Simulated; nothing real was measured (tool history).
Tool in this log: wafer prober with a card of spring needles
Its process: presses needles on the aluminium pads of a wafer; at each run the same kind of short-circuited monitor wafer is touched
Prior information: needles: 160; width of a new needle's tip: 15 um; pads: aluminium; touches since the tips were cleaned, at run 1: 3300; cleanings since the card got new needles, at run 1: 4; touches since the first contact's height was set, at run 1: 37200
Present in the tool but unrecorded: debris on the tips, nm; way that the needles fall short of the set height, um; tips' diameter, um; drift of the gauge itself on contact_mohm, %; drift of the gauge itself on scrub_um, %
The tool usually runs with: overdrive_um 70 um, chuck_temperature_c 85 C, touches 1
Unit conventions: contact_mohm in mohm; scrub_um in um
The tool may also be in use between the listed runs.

run	day	overdrive_um	chuck_temperature_c	touches	touches since the tips were cleaned	cleanings since the card got new needles	touches since the first contact's height was set	contact_mohm	scrub_um
1	0.000	70	85	1	3300	4	37200	282.3	18.120
# day 0.479: tips cleaned on abrasive film
2	0.533	70	26	1	492	5	42009	266.6	18.126
3	0.779	70	26	1	2729	5	44246	265.8	18.109
4	1.004	70	26	1	4762	5	46279	268.3	18.123
# day 1.296: tips cleaned on abrasive film
5	1.296	64	85	1	0	6	48890	282.8	16.558
6	1.571	64	85	1	2471	6	51361	283.2	16.572
7	2.004	64	85	1	6399	6	55289	283.5	16.570
# day 2.117: tips cleaned on abrasive film
8	2.429	64	85	1	2864	7	59142	283.3	16.559
# day 2.929: tips cleaned on abrasive film
9	2.929	77	85	1	0	8	63606	282.7	19.941
10	3.421	77	85	1	4477	8	68083	283.0	19.918
# day 3.546: height of the first contact set anew
# day 3.767: tips cleaned on abrasive film
11	3.892	70	47	1	1155	9	3095	271.7	18.109
12	4.396	70	47	1	5736	9	7676	271.3	18.113
# day 4.596: tips cleaned on abrasive film
13	4.771	70	47	1	1575	10	11036	272.4	18.106
14	5.033	70	47	1	3945	10	13406	272.7	18.131
15	5.396	70	85	1	7241	10	16702	282.5	18.128
# day 5.425: tips cleaned on abrasive film
16	5.883	70	62	1	4178	11	21095	276.1	18.124
# day 6.246: tips cleaned on abrasive film
17	6.404	70	62	1	1468	12	25788	276.5	18.122
18	6.779	57	29	1	4845	12	29165	269.5	14.756
# day 7.067: tips cleaned on abrasive film
19	7.329	82	87	2	2398	13	34142	282.5	21.227
20	7.617	59	85	1	4990	13	36734	283.2	15.267
# day 7.904: tips cleaned on abrasive film
21	8.117	50	85	1	1932	14	41225	284.2	12.944
22	8.483	70	103	2	5250	14	44543	287.4	18.112
# day 8.708: tips cleaned on abrasive film
23	8.988	69	107	2	2529	15	49103	288.4	17.839
24	9.238	69	107	2	4774	15	51348	289.2	17.863
25	9.479	75	107	2	6994	15	53568	288.0	19.419
# day 9.546: tips cleaned on abrasive film
26	9.908	70	105	1	3282	16	57410	289.1	18.121
# day 10.379: tips cleaned on abrasive film
27	10.408	70	66	1	285	17	61922	278.5	18.102
28	10.721	70	66	1	3117	17	64754	277.6	18.092
29	10.996	70	66	1	5597	17	67234	278.0	18.115
# day 11.192: tips cleaned on abrasive film
# day 11.204: height of the first contact set anew
30	11.425	70	92	1	2018	18	2018	284.9	18.124
31	11.808	80	71	1	5469	18	5469	278.7	20.707
# day 12.038: tips cleaned on abrasive film
32	12.071	80	71	1	285	19	7809	278.1	20.717
33	12.596	70	113	2	5083	19	12607	290.1	18.116

5 options for the next run, each taken on its own from the tool as it stands now. Forecast them:
# day 12.850: tips cleaned on abrasive film
A	12.875	70	74	2	195	20	15067	?	?
# day 12.850: tips cleaned on abrasive film
B	12.875	80	100	1	195	20	15067	?	?
# day 12.850: tips cleaned on abrasive film
C	12.875	75	46	1	195	20	15067	?	?
# day 12.850: tips cleaned on abrasive film
D	12.875	52	74	3	195	20	15067	?	?
# day 12.850: tips cleaned on abrasive film
E	12.875	77	26	1	195	20	15067	?	?

run	contact_mohm	scrub_um
A	279.7	18.114
B	285.4	20.708
C	271.7	19.420
D	282.3	13.474
E	266.7	19.918
Had the tool no hidden state, the same runs would have come out as:
run	contact_mohm	scrub_um
A	279.7	18.115
B	285.4	20.709
C	271.7	19.420
D	282.3	13.475
E	266.6	19.918
